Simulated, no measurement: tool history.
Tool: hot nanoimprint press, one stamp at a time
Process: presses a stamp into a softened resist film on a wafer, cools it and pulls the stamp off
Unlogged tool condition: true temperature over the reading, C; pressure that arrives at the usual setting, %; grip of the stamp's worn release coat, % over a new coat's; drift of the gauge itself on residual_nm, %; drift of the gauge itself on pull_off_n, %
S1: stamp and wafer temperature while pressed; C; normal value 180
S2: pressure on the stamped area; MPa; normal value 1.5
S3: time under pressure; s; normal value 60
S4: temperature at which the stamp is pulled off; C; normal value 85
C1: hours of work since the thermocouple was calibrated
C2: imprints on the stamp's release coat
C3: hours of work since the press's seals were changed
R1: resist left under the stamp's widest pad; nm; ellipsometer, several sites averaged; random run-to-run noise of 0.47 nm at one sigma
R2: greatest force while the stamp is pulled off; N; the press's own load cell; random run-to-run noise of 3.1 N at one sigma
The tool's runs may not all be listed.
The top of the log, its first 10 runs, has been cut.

run 11 hour=140.3 | S1=180 S2=1.5 S3=60 S4=85 | C1=14 C2=85 C3=486 | R1=128.6 R2=141
run 12 hour=153.6 | S1=180 S2=1.5 S3=60 S4=85 | C1=22 C2=124 C3=494 | R1=127.2 R2=149
run 13 hour=170.9 | S1=180 S2=1.5 S3=60 S4=85 | C1=33 C2=174 C3=505 | R1=129 R2=155
run 14 hour=191.9 | S1=180 S2=1.5 S3=60 S4=85 | C1=46 C2=236 C3=518 | R1=128.2 R2=156
run 15 hour=207.2 | S1=180 S2=1.48 S3=60 S4=85 | C1=56 C2=280 C3=528 | R1=129.5 R2=149
run 16 hour=224.8 | S1=174 S2=1.5 S3=60 S4=85 | C1=67 C2=332 C3=539 | R1=171.5 R2=158
run 17 hour=234.8 | S1=185 S2=1.5 S3=60 S4=85 | C1=73 C2=361 C3=545 | R1=99.2 R2=152
run 18 hour=253.3 | S1=178 S2=1.5 S3=54 S4=85 | C1=85 C2=415 C3=557 | R1=146.7 R2=156
run 19 hour=273.1 | S1=178 S2=1.5 S3=54 S4=85 | C1=97 C2=473 C3=569 | R1=146 R2=156
run 20 hour=281.9 | S1=178 S2=1.5 S3=54 S4=85 | C1=103 C2=499 C3=575 | R1=146.7 R2=159
run 21 hour=299.3 | S1=178 S2=1.5 S3=54 S4=85 | C1=114 C2=550 C3=585 | R1=146 R2=157
run 22 hour=309.5 | S1=171 S2=2.31 S3=60 S4=70 | C1=120 C2=580 C3=592 | R1=165.3 R2=224
run 23 hour=321.9 | S1=170 S2=2.31 S3=60 S4=73 | C1=128 C2=616 C3=600 | R1=175.1 R2=211
run 24 hour=333 | S1=170 S2=2.31 S3=60 S4=73 | C1=135 C2=648 C3=607 | R1=175.3 R2=211
run 25 hour=346.9 | S1=180 S2=1.5 S3=90 S4=85 | C1=143 C2=689 C3=615 | R1=106.2 R2=160
run 26 hour=363.2 | S1=190 S2=1.11 S3=60 S4=85 | C1=154 C2=737 C3=625 | R1=89.9 R2=156
run 27 hour=375.3 | S1=187 S2=1.11 S3=32 S4=85 | C1=161 C2=772 C3=633 | R1=135.1 R2=164
run 28 hour=390.4 | S1=187 S2=1.11 S3=32 S4=85 | C1=171 C2=816 C3=643 | R1=134.5 R2=155
run 29 hour=405.2 | S1=187 S2=1.11 S3=32 S4=85 | C1=180 C2=859 C3=652 | R1=134.5 R2=165
run 30 hour=425 | S1=187 S2=1.11 S3=32 S4=85 | C1=192 C2=917 C3=664 | R1=134.8 R2=162

Consider 4 possible next runs. They are alternatives, not a sequence: every one starts from the tool as it was left by run 30. What does each give?
run A hour=444.1 | S1=180 S2=1.5 S3=70 S4=92 | C1=204 C2=973 C3=676 | R1=? R2=?
run B hour=444.1 | S1=170 S2=1.11 S3=32 S4=85 | C1=204 C2=973 C3=676 | R1=? R2=?
run C hour=444.1 | S1=187 S2=1.11 S3=89 S4=79 | C1=204 C2=973 C3=676 | R1=? R2=?
run D hour=444.1 | S1=182 S2=1.27 S3=60 S4=85 | C1=204 C2=973 C3=676 | R1=? R2=?

run=A R1=117.6 R2=133
run=B R1=263.7 R2=164
run=C R1=86 R2=195
run=D R1=122.8 R2=169
The same runs, with their run-to-run variation unchanged, on a tool lacking any hidden condition would have given:
run=A R1=117.8 R2=118
run=B R1=265.5 R2=146
run=C R1=86.7 R2=172
run=D R1=123.4 R2=150
